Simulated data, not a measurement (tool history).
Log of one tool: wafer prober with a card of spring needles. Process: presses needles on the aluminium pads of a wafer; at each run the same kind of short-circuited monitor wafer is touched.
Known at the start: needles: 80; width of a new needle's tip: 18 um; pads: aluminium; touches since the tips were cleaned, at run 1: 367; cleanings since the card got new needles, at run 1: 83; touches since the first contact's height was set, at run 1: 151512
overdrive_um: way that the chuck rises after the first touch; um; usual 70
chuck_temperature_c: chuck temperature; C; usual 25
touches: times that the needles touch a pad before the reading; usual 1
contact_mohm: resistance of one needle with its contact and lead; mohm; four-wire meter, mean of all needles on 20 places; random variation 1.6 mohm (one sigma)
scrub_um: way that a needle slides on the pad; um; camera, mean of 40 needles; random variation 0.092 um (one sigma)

run,hour,overdrive_um,chuck_temperature_c,touches,touches since the tips were cleaned,cleanings since the card got new needles,touches since the first contact's height was set,contact_mohm,scrub_um
1,0.0,70,25,1,367,83,151512,174,12.29
# hour 6.6: tips cleaned on abrasive film
# hour 13.5: tips cleaned on abrasive film
2,17.0,70,25,1,785,85,155345,191,12.17
# hour 20.4: tips cleaned on abrasive film
# hour 29.0: tips cleaned on abrasive film
# hour 37.5: tips cleaned on abrasive film
3,37.5,70,76,1,0,88,159981,166,12.20
# hour 45.7: tips cleaned on abrasive film
# hour 54.2: tips cleaned on abrasive film
# hour 62.7: tips cleaned on abrasive film
# hour 69.6: tips cleaned on abrasive film
4,71.0,70,76,1,325,92,167547,181,12.29
# hour 77.8: tips cleaned on abrasive film
# hour 86.1: tips cleaned on abrasive film
5,88.1,70,76,1,464,94,171413,193,12.18
# hour 93.2: tips cleaned on abrasive film
# hour 101.6: tips cleaned on abrasive film
# hour 109.8: tips cleaned on abrasive film
6,109.8,70,76,1,0,97,176297,171,12.17
# hour 118.1: tips cleaned on abrasive film
7,124.4,70,76,1,1444,98,179620,226,12.22
# hour 126.3: tips cleaned on abrasive film
# hour 134.8: tips cleaned on abrasive film
# hour 143.4: tips cleaned on abrasive film
# hour 151.9: tips cleaned on abrasive film
8,152.7,70,68,1,170,102,185993,177,12.02
# hour 159.6: tips cleaned on abrasive film
# hour 168.0: tips cleaned on abrasive film
# hour 173.4: height of the first contact set anew
# hour 176.5: tips cleaned on abrasive film
9,176.6,70,68,1,40,105,715,169,12.95
# hour 183.5: tips cleaned on abrasive film
# hour 192.1: tips cleaned on abrasive film
10,192.3,67,25,1,50,107,4255,165,12.42
# hour 200.4: tips cleaned on abrasive film
# hour 209.0: tips cleaned on abrasive film
11,211.1,67,25,1,487,109,8515,187,12.45
# hour 216.2: tips cleaned on abrasive film
# hour 224.8: tips cleaned on abrasive film
# hour 233.4: tips cleaned on abrasive film
12,235.1,70,25,1,393,112,13919,176,12.77
# hour 241.9: tips cleaned on abrasive film
# hour 250.5: tips cleaned on abrasive film
13,253.3,72,25,1,658,114,18048,179,13.31
# hour 258.3: tips cleaned on abrasive film
# hour 266.3: tips cleaned on abrasive film
14,267.5,72,25,1,273,116,21237,170,13.40
# hour 274.2: tips cleaned on abrasive film
# hour 282.3: tips cleaned on abrasive film
# hour 290.5: tips cleaned on abrasive film
# hour 298.2: tips cleaned on abrasive film
15,298.2,72,25,1,0,120,28173,158,13.29
# hour 306.5: tips cleaned on abrasive film
# hour 315.0: tips cleaned on abrasive film
16,315.0,72,33,1,0,122,31957,159,13.18
# hour 323.5: tips cleaned on abrasive film
# hour 332.0: tips cleaned on abrasive film
# hour 340.6: tips cleaned on abrasive film
17,343.4,72,33,1,644,125,38388,185,13.14
# hour 348.6: tips cleaned on abrasive film
# hour 355.5: tips cleaned on abrasive film
18,360.7,72,107,1,1202,127,42309,218,13.31
# hour 362.5: tips cleaned on abrasive film
# hour 369.4: tips cleaned on abrasive film
# hour 376.9: tips cleaned on abrasive film
19,376.9,72,107,1,0,130,45933,174,13.25
# hour 384.7: tips cleaned on abrasive film
# hour 393.3: tips cleaned on abrasive film
# hour 401.6: tips cleaned on abrasive film
20,402.6,72,60,2,217,133,51740,168,13.13
# hour 409.5: tips cleaned on abrasive film
# hour 418.0: tips cleaned on abrasive film
21,419.5,70,28,2,358,135,55578,166,12.87
# hour 426.4: tips cleaned on abrasive film
# hour 434.7: tips cleaned on abrasive film
22,434.7,51,40,3,0,137,59003,170,9.28
# hour 443.3: tips cleaned on abrasive film
# hour 451.9: tips cleaned on abrasive film
# hour 458.8: tips cleaned on abrasive film
# hour 466.8: tips cleaned on abrasive film
23,466.8,70,30,1,0,141,66249,164,12.67
# hour 475.4: tips cleaned on abrasive film
# hour 484.0: tips cleaned on abrasive film
24,487.1,70,89,1,711,143,70844,204,12.70
# hour 492.3: tips cleaned on abrasive film
# hour 500.9: tips cleaned on abrasive film
# hour 509.4: tips cleaned on abrasive film
# hour 516.4: tips cleaned on abrasive film
25,516.4,70,33,1,0,147,77454,162,12.75
# hour 524.7: tips cleaned on abrasive film
# hour 532.8: tips cleaned on abrasive film
26,532.8,87,47,1,0,149,81161,158,15.67
# hour 541.4: tips cleaned on abrasive film
# hour 549.7: tips cleaned on abrasive film
# hour 558.2: tips cleaned on abrasive film
27,561.7,62,58,3,815,152,87706,179,11.13

Measured less the same run without the tool's hidden state. The same run-to-run variation is in both; the gauge's scatter may not be:
The hidden state here: debris on the tips, nm; way that the needles fall short of the set height, um; tips' diameter, um; drift of the gauge itself on contact_mohm, %; drift of the gauge itself on scrub_um, %.
run,contact_mohm,scrub_um
1,+25,-0.69
2,+45,-0.71
3,+8,-0.73
4,+21,-0.77
5,+31,-0.79
6,+9,-0.82
7,+64,-0.83
8,+18,-0.86
9,+7,-0.01
10,+10,-0.02
11,+35,-0.04
12,+25,-0.06
13,+30,-0.08
14,+18,-0.09
15,+8,-0.13
16,+8,-0.15
17,+33,-0.18
18,+51,-0.20
19,+8,-0.22
20,+11,-0.25
21,+14,-0.26
22,+8,-0.28
23,+11,-0.31
24,+40,-0.33
25,+9,-0.36
26,+7,-0.38
27,+20,-0.41
